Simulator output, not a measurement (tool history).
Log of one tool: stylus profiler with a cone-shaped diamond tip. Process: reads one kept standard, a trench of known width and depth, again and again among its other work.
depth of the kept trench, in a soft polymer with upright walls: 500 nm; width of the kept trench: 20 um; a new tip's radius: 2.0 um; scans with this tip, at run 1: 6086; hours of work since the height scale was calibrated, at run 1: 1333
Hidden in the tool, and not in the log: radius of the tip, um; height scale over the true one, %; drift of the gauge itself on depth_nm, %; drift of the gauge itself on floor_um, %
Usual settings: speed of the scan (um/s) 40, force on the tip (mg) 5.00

run	hour	speed of the scan (um/s)	force on the tip (mg)	scans with this tip	hours of work since the height scale was calibrated	depth of the trench (nm)	width of the trench's floor (um)
1	0.0	40	5.00	6086	1333	507.82	16.91
2	30.6	40	5.00	6167	1351	508.00	16.98
3	63.7	40	5.00	6254	1370	507.69	16.96
4	114.8	40	5.00	6388	1400	508.16	16.88
5	176.6	40	6.47	6551	1435	509.30	16.86
6	244.0	40	6.47	6729	1474	509.25	16.97
7	292.2	40	6.47	6856	1502	509.24	16.85
8	336.5	40	9.03	6972	1528	510.70	16.97
9	399.0	40	9.03	7137	1564	510.83	16.95
10	446.8	40	9.03	7263	1591	510.82	16.89
11	502.1	40	9.03	7409	1623	510.74	16.88
12	539.9	40	5.00	7508	1645	508.46	16.77
# hour 557.2: height scale calibrated on a step standard
13	576.3	40	5.00	7603	11	504.25	16.83
14	630.6	79	5.00	7745	42	504.56	16.68
15	682.3	79	5.00	7882	72	504.19	16.69
16	744.8	79	5.00	8046	108	504.58	16.65
17	793.5	79	5.00	8175	136	504.67	16.69
18	829.9	79	5.00	8270	157	504.68	16.60
19	866.1	14	5.00	8366	178	504.85	16.85
20	923.5	14	5.00	8517	211	504.64	16.88
21	953.9	124	5.00	8597	229	504.92	16.47
22	1003.2	124	5.00	8727	257	505.04	16.41
23	1066.7	37	5.00	8894	294	504.89	16.83
24	1129.8	69	3.32	9060	330	503.94	16.58
25	1183.5	17	1.99	9202	361	503.11	16.88
26	1211.5	44	6.34	9276	378	506.06	16.81
27	1241.1	11	6.34	9353	395	506.15	16.85
28	1286.8	46	7.78	9474	421	506.82	16.72
29	1333.3	76	11.04	9596	448	508.46	16.73
30	1398.8	76	11.04	9769	486	508.58	16.67
31	1456.9	76	11.04	9922	519	509.15	16.68
32	1495.8	76	11.04	10024	542	508.81	16.67
33	1533.1	156	5.00	10122	563	505.91	16.27
34	1594.7	74	4.10	10285	599	505.45	16.57
35	1631.2	74	2.37	10381	620	503.93	16.40
36	1684.3	13	2.60	10521	650	504.28	16.75
37	1720.6	54	1.97	10616	671	503.98	16.53
38	1771.7	72	4.49	10751	701	506.09	16.56
39	1819.0	34	1.94	10875	728	504.09	16.60
40	1876.1	20	1.97	11026	761	504.27	16.75
41	1916.6	20	6.87	11132	784	507.54	16.83
42	1944.9	29	3.19	11207	801	505.13	16.76
43	1980.1	56	2.87	11300	821	504.84	16.54
44	2035.2	19	2.87	11445	853	504.89	16.73
45	2095.8	40	1.83	11605	888	504.41	16.53
46	2126.6	120	12.20	11686	906	510.30	16.47

3 ways to go on from here, each from the tool as it stands after run 46. What would each give?
A	2171.3	40	1.71	11803	931	?	?
B	2171.3	30	12.20	11803	931	?	?
C	2171.3	105	12.64	11803	931	?	?

run	depth of the trench (nm)	width of the trench's floor (um)
A	504.37	16.54
B	509.95	16.66
C	510.38	16.53
Without the tool's hidden state the same runs would have given:
run	depth of the trench (nm)	width of the trench's floor (um)
A	502.14	17.06
B	507.69	17.19
C	508.13	17.06
